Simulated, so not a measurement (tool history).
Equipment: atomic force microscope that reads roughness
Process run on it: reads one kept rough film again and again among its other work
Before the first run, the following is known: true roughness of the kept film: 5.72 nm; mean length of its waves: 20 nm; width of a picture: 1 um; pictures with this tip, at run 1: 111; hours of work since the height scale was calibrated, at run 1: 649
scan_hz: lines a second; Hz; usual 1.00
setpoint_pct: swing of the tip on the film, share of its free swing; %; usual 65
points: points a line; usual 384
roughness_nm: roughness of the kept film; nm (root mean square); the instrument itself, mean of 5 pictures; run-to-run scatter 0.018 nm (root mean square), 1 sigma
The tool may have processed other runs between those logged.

| run | hour | scan_hz | setpoint_pct | points | pictures with this tip | hours of work since the height scale was calibrated | roughness_nm |
|---|---|---|---|---|---|---|---|
| 1 | 0.0 | 1.00 | 65 | 384 | 111 | 649 | 3.809 |
| 2 | 27.7 | 1.00 | 65 | 384 | 145 | 664 | 3.645 |
| 3 | 55.0 | 1.00 | 66 | 384 | 177 | 679 | 3.489 |
| 4 | 68.7 | 1.00 | 66 | 384 | 194 | 686 | 3.437 |
| 5 | 86.3 | 1.00 | 66 | 384 | 215 | 695 | 3.367 |
| 6 | 108.0 | 1.00 | 66 | 384 | 241 | 707 | 3.257 |
| 7 | 137.3 | 1.00 | 66 | 384 | 277 | 723 | 3.142 |
|  | 144.3 | new tip fitted |
| 8 | 167.6 | 1.00 | 66 | 384 | 29 | 739 | 4.098 |
| 9 | 182.8 | 1.00 | 66 | 384 | 47 | 747 | 3.992 |
| 10 | 196.5 | 1.00 | 65 | 579 | 63 | 755 | 3.942 |
| 11 | 224.4 | 1.00 | 65 | 579 | 97 | 770 | 3.786 |
| 12 | 239.9 | 1.00 | 65 | 579 | 116 | 778 | 3.698 |
| 13 | 265.1 | 1.00 | 89 | 384 | 146 | 792 | 3.249 |
| 14 | 284.6 | 1.00 | 89 | 384 | 170 | 802 | 3.245 |
|  | 288.0 | height scale calibrated on a step standard |
| 15 | 303.2 | 1.00 | 89 | 384 | 191 | 8 | 3.147 |
| 16 | 318.3 | 1.26 | 84 | 609 | 209 | 16 | 3.098 |
| 17 | 342.1 | 1.26 | 84 | 609 | 238 | 29 | 3.021 |
| 18 | 358.8 | 2.76 | 65 | 472 | 258 | 38 | 2.993 |
|  | 380.7 | new tip fitted |
| 19 | 388.7 | 2.09 | 71 | 334 | 9 | 54 | 3.951 |
| 20 | 414.4 | 2.26 | 83 | 316 | 40 | 68 | 3.487 |
|  | 429.8 | height scale calibrated on a step standard, once more |
| 21 | 446.1 | 2.26 | 83 | 316 | 77 | 9 | 3.329 |
| 22 | 460.7 | 3.81 | 74 | 983 | 95 | 17 | 3.293 |
| 23 | 475.8 | 3.81 | 74 | 983 | 113 | 25 | 3.269 |
| 24 | 505.1 | 3.81 | 72 | 491 | 148 | 41 | 3.114 |
| 25 | 519.1 | 1.65 | 78 | 1022 | 165 | 48 | 3.276 |
| 26 | 548.5 | 3.98 | 59 | 781 | 201 | 64 | 3.231 |

Forecast each of these 4 alternatives for the next run:
| A | 567.5 | 1.86 | 59 | 271 | 224 | 74 | ? |
| B | 567.5 | 0.98 | 84 | 781 | 224 | 74 | ? |
| C | 567.5 | 3.98 | 78 | 300 | 224 | 74 | ? |
| D | 567.5 | 3.98 | 68 | 705 | 224 | 74 | ? |

| run | roughness_nm |
|---|---|
| A | 3.181 |
| B | 3.126 |
| C | 2.671 |
| D | 2.956 |
The same runs, with their run-to-run variation unchanged, on a tool lacking any hidden condition would have given:
| run | roughness_nm |
|---|---|
| A | 4.173 |
| B | 4.103 |
| C | 3.506 |
| D | 3.878 |
